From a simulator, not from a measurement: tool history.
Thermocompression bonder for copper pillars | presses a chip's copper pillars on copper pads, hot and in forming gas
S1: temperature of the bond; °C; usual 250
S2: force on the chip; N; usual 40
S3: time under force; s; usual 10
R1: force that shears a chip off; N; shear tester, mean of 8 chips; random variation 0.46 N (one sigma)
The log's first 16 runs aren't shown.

Run 17, hour 207.2: usual settings. Result: R1 45.5 N.
Run 18, hour 215.8: usual settings but S3 29 s. Result: R1 63 N.
Run 19, hour 227.1: usual settings but S1 277 °C. Result: R1 61.5 N.
Run 20, hour 238.7: usual settings but S1 277 °C, S2 38 N. Result: R1 59.7 N.
Run 21, hour 254.8: usual settings but S1 268 °C, S2 44 N, S3 11 s. Result: R1 63.2 N.
Run 22, hour 262.7: usual settings but S1 279 °C. Result: R1 64.1 N.
Run 23, hour 270.8: usual settings but S1 279 °C. Result: R1 63.1 N.
At hour 285.1: force cell calibrated, once more.
Run 24, hour 289.4: usual settings but S1 276 °C, S3 7 s. Result: R1 58.4 N.
Run 25, hour 302.1: usual settings but S1 263 °C, S2 57 N, S3 9 s. Result: R1 73.2 N.
Run 26, hour 311.1: usual settings but S1 263 °C, S2 57 N, S3 9 s. Result: R1 72.2 N.
Run 27, hour 322.6: usual settings but S1 263 °C, S2 48 N, S3 29 s. Result: R1 82.4 N.
Run 28, hour 333: usual settings but S1 263 °C, S2 48 N, S3 29 s. Result: R1 81.3 N.
Run 29, hour 341.5: usual settings but S1 263 °C, S2 48 N, S3 29 s. Result: R1 80.9 N.
Run 30, hour 351.8: usual settings but S1 265 °C, S3 6 s. Result: R1 48.1 N.
Run 31, hour 368.3: usual settings but S1 265 °C, S3 6 s. Result: R1 47.3 N.
Run 32, hour 383.1: usual settings but S1 256 °C, S2 37 N, S3 29 s. Result: R1 66.6 N.
At hour 391.4: heater calibrated with a thermocouple chip.
Run 33, hour 402.6: usual settings. Result: R1 39.9 N.
Run 34, hour 415.9: usual settings but S1 274 °C, S2 59 N, S3 15 s. Result: R1 79.6 N.
Run 35, hour 432.8: usual settings but S1 222 °C, S2 47 N, S3 8 s. Result: R1 29.2 N.

Forecast each of these 5 alternatives for the next run:
Run A, hour 449.9: usual settings but S1 244 °C, S2 47 N, S3 6 s. Result: R1 ?.
Run B, hour 449.9: usual settings but S1 244 °C, S2 37 N, S3 13 s. Result: R1 ?.
Run C, hour 449.9: usual settings but S1 243 °C, S2 47 N, S3 8 s. Result: R1 ?.
Run D, hour 449.9: usual settings but S1 222 °C, S3 23 s. Result: R1 ?.
Run E, hour 449.9: usual settings but S2 47 N. Result: R1 ?.

run    R1
  A  36.6
  B  37.7
  C  40.3
  D  35.4
  E  47.5
Without the tool's hidden state the same runs would have given:
run    R1
  A  40.3
  B  41.5
  C  44.4
  D    39
  E  52.4
